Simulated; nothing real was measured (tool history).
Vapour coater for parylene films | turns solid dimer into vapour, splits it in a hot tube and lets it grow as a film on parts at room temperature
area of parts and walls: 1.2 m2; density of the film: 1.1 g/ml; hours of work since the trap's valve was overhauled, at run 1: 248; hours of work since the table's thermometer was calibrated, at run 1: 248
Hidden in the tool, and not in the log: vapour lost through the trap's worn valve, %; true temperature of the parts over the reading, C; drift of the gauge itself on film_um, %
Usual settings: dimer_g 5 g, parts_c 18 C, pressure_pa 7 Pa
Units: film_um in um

run    hour  dimer_g  parts_c  pressure_pa  hours of work since the trap's valve was overhauled  hours of work since the table's thermometer was calibrated  film_um
  1       0        5       18            7                                                  248                                                         248      2.1
         25  -- trap's valve overhauled
  2    39.1        5       18            7                                                    8                                                         269     2.39
  3   113.7        5       18            7                                                   52                                                         312      2.3
  4   157.3        5       18            7                                                   77                                                         338     2.27
  5   213.6        5       18            7                                                  110                                                         370     2.24
  6   290.7        5       18            7                                                  155                                                         415     2.15
  7   342.8        5       18            7                                                  185                                                         446      2.1
  8   376.4        5       18         8.95                                                  205                                                         465     1.99
  9   428.4        5       18         8.95                                                  235                                                         495     1.98
      476.5  -- trap's valve overhauled
 10   481.6        5       18         8.95                                                    3                                                         524     2.23
 11   556.3        5       18         8.95                                                   46                                                         568     2.19
 12   602.1        5       26            7                                                   73                                                         594     1.53
 13   673.7        5       26            7                                                  115                                                         636     1.52
 14   741.9        5       14            7                                                  154                                                         676     2.56
 15   776.9        5       14            7                                                  175                                                         696     2.52
 16   818.4        5       14            7                                                  199                                                         720     2.46
 17   884.2        5       14         2.97                                                  237                                                         758     2.68
      928.9  -- trap's valve overhauled
 18   960.9        5       11         2.44                                                   19                                                         801     3.55
 19   995.2        5       11         2.53                                                   39                                                         821     3.56
 20  1031.3        8       22         7.62                                                   60                                                         842     2.98
 21  1087.5        4       10            7                                                   92                                                         874     2.54
 22  1150.3        7       22        10.26                                                  129                                                         911     2.46
 23    1215        6       20            7                                                  167                                                         949     2.35
 24  1261.6        6       20            7                                                  194                                                         976     2.27
 25  1326.9        6       20            7                                                  232                                                        1014     2.21
 26  1372.2        6       11            7                                                  258                                                        1040     3.28
     1382.7  -- trap's valve overhauled
 27  1417.7        6       10         3.79                                                   20                                                        1064      4.2
 28  1479.9        6       10         3.79                                                   57                                                        1100     4.13
 29  1530.5        6       10         3.79                                                   86                                                        1130     4.05
 30  1575.8        6       22         3.79                                                  112                                                        1156     2.35
 31  1652.1        5       23            7                                                  157                                                        1201     1.64
 32  1730.5        5       10         2.48                                                  202                                                        1246     3.35
 33  1775.5        8       18         6.09                                                  229                                                        1272     3.25
     1840.2  -- trap's valve overhauled
 34  1852.3        4       15            7                                                    7                                                        1315     2.08

4 ways to go on from here, each from the tool as it stands after run 34. What would each give?
  A  1895.8        3       18        10.79                                                   32                                                        1340        ?
  B  1895.8        5       16         8.36                                                   32                                                        1340        ?
  C  1895.8        4       18         4.32                                                   32                                                        1340        ?
  D  1895.8        4       15         2.68                                                   32                                                        1340        ?

run  film_um
  A     1.29
  B     2.43
  C     1.89
  D     2.27
Without the tool's hidden state the same runs would have given:
run  film_um
  A     1.39
  B     2.61
  C     2.03
  D     2.44
